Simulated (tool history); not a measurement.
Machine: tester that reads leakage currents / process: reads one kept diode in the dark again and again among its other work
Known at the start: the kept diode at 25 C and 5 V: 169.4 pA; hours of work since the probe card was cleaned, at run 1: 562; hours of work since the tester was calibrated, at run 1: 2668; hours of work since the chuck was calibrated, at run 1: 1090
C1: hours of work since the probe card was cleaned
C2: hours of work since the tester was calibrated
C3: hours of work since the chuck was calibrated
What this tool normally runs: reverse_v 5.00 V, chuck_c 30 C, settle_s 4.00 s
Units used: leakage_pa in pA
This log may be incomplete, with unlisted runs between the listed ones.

{"run": 1, "hour": 0.0, "reverse_v": 5.0, "chuck_c": 30, "settle_s": 4.0, "C1": 562, "C2": 2668, "C3": 1090, "leakage_pa": 260.39}
{"run": 2, "hour": 70.8, "reverse_v": 5.0, "chuck_c": 30, "settle_s": 4.0, "C1": 612, "C2": 2718, "C3": 1140, "leakage_pa": 259.81}
{"run": 3, "hour": 121.0, "reverse_v": 1.04, "chuck_c": 30, "settle_s": 4.0, "C1": 648, "C2": 2754, "C3": 1176, "leakage_pa": 124.54}
{"run": 4, "hour": 227.3, "reverse_v": 5.0, "chuck_c": 30, "settle_s": 4.0, "C1": 723, "C2": 2829, "C3": 1251, "leakage_pa": 258.0}
{"run": 5, "hour": 347.7, "reverse_v": 5.0, "chuck_c": 30, "settle_s": 4.0, "C1": 808, "C2": 2914, "C3": 1335, "leakage_pa": 258.43}
{"run": 6, "hour": 428.7, "reverse_v": 5.0, "chuck_c": 30, "settle_s": 0.81, "C1": 865, "C2": 2971, "C3": 1393, "leakage_pa": 258.9}
{"run": 7, "hour": 499.1, "reverse_v": 5.0, "chuck_c": 30, "settle_s": 4.0, "C1": 914, "C2": 3020, "C3": 1442, "leakage_pa": 258.39}
{"run": 8, "hour": 551.8, "reverse_v": 5.0, "chuck_c": 30, "settle_s": 4.0, "C1": 951, "C2": 3058, "C3": 1479, "leakage_pa": 257.98}
{"run": 9, "hour": 647.6, "reverse_v": 5.0, "chuck_c": 30, "settle_s": 4.01, "C1": 1019, "C2": 3125, "C3": 1547, "leakage_pa": 256.1}
{"hour": 682.6, "done": "chuck's temperature calibrated"}
{"run": 10, "hour": 755.9, "reverse_v": 5.0, "chuck_c": 30, "settle_s": 4.0, "C1": 1094, "C2": 3200, "C3": 52, "leakage_pa": 276.09}
{"run": 11, "hour": 829.1, "reverse_v": 5.0, "chuck_c": 30, "settle_s": 4.0, "C1": 1146, "C2": 3252, "C3": 103, "leakage_pa": 274.5}
{"run": 12, "hour": 893.2, "reverse_v": 5.0, "chuck_c": 30, "settle_s": 4.0, "C1": 1191, "C2": 3297, "C3": 149, "leakage_pa": 274.54}
{"run": 13, "hour": 982.6, "reverse_v": 2.54, "chuck_c": 30, "settle_s": 4.0, "C1": 1254, "C2": 3360, "C3": 212, "leakage_pa": 197.84}
{"run": 14, "hour": 1074.4, "reverse_v": 2.54, "chuck_c": 50, "settle_s": 4.0, "C1": 1319, "C2": 3425, "C3": 276, "leakage_pa": 1124.85}
{"hour": 1091.3, "done": "probe card cleaned and baked"}
{"run": 15, "hour": 1187.2, "reverse_v": 1.01, "chuck_c": 50, "settle_s": 4.0, "C1": 68, "C2": 3502, "C3": 354, "leakage_pa": 731.12}
{"run": 16, "hour": 1260.5, "reverse_v": 2.24, "chuck_c": 57, "settle_s": 4.0, "C1": 119, "C2": 3554, "C3": 405, "leakage_pa": 1858.81}
{"run": 17, "hour": 1375.2, "reverse_v": 9.13, "chuck_c": 48, "settle_s": 4.0, "C1": 200, "C2": 3635, "C3": 486, "leakage_pa": 1712.49}
{"run": 18, "hour": 1476.1, "reverse_v": 2.7, "chuck_c": 30, "settle_s": 4.0, "C1": 271, "C2": 3706, "C3": 557, "leakage_pa": 197.56}
{"run": 19, "hour": 1528.2, "reverse_v": 5.0, "chuck_c": 59, "settle_s": 7.97, "C1": 308, "C2": 3743, "C3": 594, "leakage_pa": 3121.04}
{"run": 20, "hour": 1650.0, "reverse_v": 5.0, "chuck_c": 59, "settle_s": 7.97, "C1": 394, "C2": 3829, "C3": 680, "leakage_pa": 3111.95}
{"run": 21, "hour": 1725.7, "reverse_v": 16.98, "chuck_c": 26, "settle_s": 0.33, "C1": 447, "C2": 3882, "C3": 734, "leakage_pa": 332.48}
{"run": 22, "hour": 1821.1, "reverse_v": 13.15, "chuck_c": 24, "settle_s": 0.46, "C1": 515, "C2": 3949, "C3": 801, "leakage_pa": 241.97}
{"run": 23, "hour": 1914.3, "reverse_v": 13.15, "chuck_c": 24, "settle_s": 0.46, "C1": 580, "C2": 4015, "C3": 867, "leakage_pa": 242.91}
{"run": 24, "hour": 1967.5, "reverse_v": 13.15, "chuck_c": 24, "settle_s": 0.46, "C1": 618, "C2": 4052, "C3": 904, "leakage_pa": 241.41}
{"run": 25, "hour": 2031.4, "reverse_v": 1.73, "chuck_c": 30, "settle_s": 0.95, "C1": 663, "C2": 4098, "C3": 949, "leakage_pa": 157.88}
{"run": 26, "hour": 2153.1, "reverse_v": 1.59, "chuck_c": 34, "settle_s": 0.49, "C1": 749, "C2": 4183, "C3": 1035, "leakage_pa": 218.34}
{"run": 27, "hour": 2259.1, "reverse_v": 1.78, "chuck_c": 22, "settle_s": 0.54, "C1": 824, "C2": 4258, "C3": 1110, "leakage_pa": 74.95}
{"run": 28, "hour": 2325.2, "reverse_v": 5.0, "chuck_c": 37, "settle_s": 2.09, "C1": 870, "C2": 4305, "C3": 1156, "leakage_pa": 488.99}
{"run": 29, "hour": 2441.0, "reverse_v": 6.1, "chuck_c": 40, "settle_s": 5.66, "C1": 952, "C2": 4386, "C3": 1238, "leakage_pa": 687.4}

Predict each of these 3 candidate next runs independently; none follows another, all start after run 29:
{"run": "A", "hour": 2563.4, "reverse_v": 1.3, "chuck_c": 30, "settle_s": 4.0, "C1": 1038, "C2": 4473, "C3": 1324, "leakage_pa": "?"}
{"run": "B", "hour": 2563.4, "reverse_v": 1.24, "chuck_c": 30, "settle_s": 0.38, "C1": 1038, "C2": 4473, "C3": 1324, "leakage_pa": "?"}
{"run": "C", "hour": 2563.4, "reverse_v": 3.05, "chuck_c": 40, "settle_s": 5.66, "C1": 1038, "C2": 4473, "C3": 1324, "leakage_pa": "?"}

run=A leakage_pa=135.12
run=B leakage_pa=132.91
run=C leakage_pa=496.07
What these runs would have given with no unlogged condition in the tool:
run=A leakage_pa=145.40
run=B leakage_pa=143.03
run=C leakage_pa=534.02
